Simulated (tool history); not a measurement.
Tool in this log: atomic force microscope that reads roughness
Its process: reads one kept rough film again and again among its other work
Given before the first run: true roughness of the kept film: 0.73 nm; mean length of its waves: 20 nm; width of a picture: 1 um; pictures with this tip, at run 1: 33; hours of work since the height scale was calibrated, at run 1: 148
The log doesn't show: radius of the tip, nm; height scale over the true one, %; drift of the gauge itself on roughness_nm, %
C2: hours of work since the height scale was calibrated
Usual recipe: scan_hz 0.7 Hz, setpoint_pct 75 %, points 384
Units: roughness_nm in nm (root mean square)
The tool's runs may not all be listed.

Run 1, hour 0: usual settings; pictures with this tip 33; C2 148. Result: roughness_nm 0.645 nm (root mean square).
Run 2, hour 13.4: usual settings; pictures with this tip 54; C2 154. Result: roughness_nm 0.635 nm (root mean square).
Run 3, hour 21.4: usual settings but scan_hz 0.546 Hz; pictures with this tip 66; C2 158. Result: roughness_nm 0.628 nm (root mean square).
At hour 26.5: new tip fitted.
Run 4, hour 28.2: usual settings but scan_hz 0.601 Hz; pictures with this tip 2; C2 162. Result: roughness_nm 0.665 nm (root mean square).
Run 5, hour 35.7: usual settings but setpoint_pct 76 %; pictures with this tip 14; C2 165. Result: roughness_nm 0.641 nm (root mean square).
Run 6, hour 42.2: usual settings but setpoint_pct 76 %; pictures with this tip 24; C2 169. Result: roughness_nm 0.639 nm (root mean square).
Run 7, hour 54.1: usual settings but setpoint_pct 76 %; pictures with this tip 43; C2 175. Result: roughness_nm 0.635 nm (root mean square).
Run 8, hour 62.7: usual settings but scan_hz 1.973 Hz, setpoint_pct 57 %, points 754; pictures with this tip 56; C2 179. Result: roughness_nm 0.632 nm (root mean square).
Run 9, hour 69.1: usual settings but scan_hz 1.973 Hz, setpoint_pct 57 %, points 754; pictures with this tip 66; C2 182. Result: roughness_nm 0.63 nm (root mean square).
At hour 74.3: new tip fitted.
Run 10, hour 75.6: usual settings but scan_hz 1.973 Hz, setpoint_pct 57 %, points 754; pictures with this tip 2; C2 185. Result: roughness_nm 0.671 nm (root mean square).
Run 11, hour 82.4: usual settings but scan_hz 1.922 Hz, setpoint_pct 83 %; pictures with this tip 12; C2 189. Result: roughness_nm 0.562 nm (root mean square).
Run 12, hour 93.9: usual settings but setpoint_pct 81 %, points 328; pictures with this tip 30; C2 195. Result: roughness_nm 0.626 nm (root mean square).
Run 13, hour 100.4: usual settings but scan_hz 2.376 Hz, setpoint_pct 61 %, points 452; pictures with this tip 41; C2 198. Result: roughness_nm 0.621 nm (root mean square).
Run 14, hour 111.1: usual settings but scan_hz 2.376 Hz, setpoint_pct 61 %, points 452; pictures with this tip 57; C2 203. Result: roughness_nm 0.612 nm (root mean square).

Forecast each of these 3 alternatives for the next run:
Run A, hour 117.8: usual settings but scan_hz 2.038 Hz, setpoint_pct 61 %, points 452; pictures with this tip 68; C2 207. Result: roughness_nm ?.
Run B, hour 117.8: usual settings but scan_hz 1.706 Hz, setpoint_pct 81 %, points 392; pictures with this tip 68; C2 207. Result: roughness_nm ?.
Run C, hour 117.8: usual settings but scan_hz 3.142 Hz, points 917; pictures with this tip 68; C2 207. Result: roughness_nm ?.

run  roughness_nm
  A         0.619
  B         0.564
  C         0.539
With no hidden state in the tool, these same runs would have given:
run  roughness_nm
  A         0.656
  B         0.597
  C         0.571
